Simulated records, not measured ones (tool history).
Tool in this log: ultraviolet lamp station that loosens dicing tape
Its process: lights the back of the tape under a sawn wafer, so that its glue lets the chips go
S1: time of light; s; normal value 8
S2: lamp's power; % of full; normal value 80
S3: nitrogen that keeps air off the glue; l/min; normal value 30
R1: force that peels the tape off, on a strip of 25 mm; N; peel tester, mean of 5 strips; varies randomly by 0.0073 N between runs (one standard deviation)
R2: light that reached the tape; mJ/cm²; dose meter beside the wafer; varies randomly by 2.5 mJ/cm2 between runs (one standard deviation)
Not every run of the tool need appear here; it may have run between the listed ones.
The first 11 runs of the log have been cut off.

Run 12, hour 77.1: usual settings. Result: R1 0.327 N, R2 259 mJ/cm².
Run 13, hour 81.9: usual settings. Result: R1 0.331 N, R2 253 mJ/cm².
Run 14, hour 86.7: usual settings. Result: R1 0.319 N, R2 254 mJ/cm².
Run 15, hour 92.5: usual settings but S2 70 % of full. Result: R1 0.406 N, R2 224 mJ/cm².
Run 16, hour 101.7: usual settings. Result: R1 0.324 N, R2 252 mJ/cm².
Run 17, hour 106.3: usual settings. Result: R1 0.341 N, R2 258 mJ/cm².
Run 18, hour 115.7: usual settings. Result: R1 0.322 N, R2 254 mJ/cm².
Run 19, hour 124.5: usual settings but S1 5 s. Result: R1 0.758 N, R2 159 mJ/cm².
Run 20, hour 128.5: usual settings. Result: R1 0.345 N, R2 256 mJ/cm².
Run 21, hour 133.9: usual settings. Result: R1 0.339 N, R2 253 mJ/cm².
Run 22, hour 140.5: usual settings but S1 9 s, S2 79 % of full, S3 10 l/min. Result: R1 0.564 N, R2 275 mJ/cm².
Run 23, hour 146.5: usual settings but S1 7 s, S2 98 % of full, S3 38 l/min. Result: R1 0.261 N, R2 265 mJ/cm².
Run 24, hour 156.0: usual settings but S1 7 s, S2 86 % of full, S3 17 l/min. Result: R1 0.571 N, R2 234 mJ/cm².
Run 25, hour 165.4: usual settings but S1 10 s, S2 86 % of full, S3 55 l/min. Result: R1 0.181 N, R2 332 mJ/cm².
Run 26, hour 172.7: usual settings but S1 15 s, S2 66 % of full, S3 41 l/min. Result: R1 0.166 N, R2 383 mJ/cm².
Run 27, hour 180.7: usual settings but S1 15 s, S2 66 % of full, S3 41 l/min. Result: R1 0.161 N, R2 377 mJ/cm².
Run 28, hour 189.9: usual settings but S1 5 s, S2 60 % of full. Result: R1 1.203 N, R2 108 mJ/cm².
Run 29, hour 195.8: usual settings but S1 10 s, S2 74 % of full, S3 19 l/min. Result: R1 0.358 N, R2 281 mJ/cm².

What does the tool deliver on the next run?
Run 30, hour 204.1: usual settings but S1 10 s, S2 74 % of full, S3 19 l/min. Result: R1 ?, R2 ?.

Run 30 produced R1 0.372 N, R2 281 mJ/cm².
With no hidden state in the tool, this same run would have given R1 0.273 N, R2 335 mJ/cm².
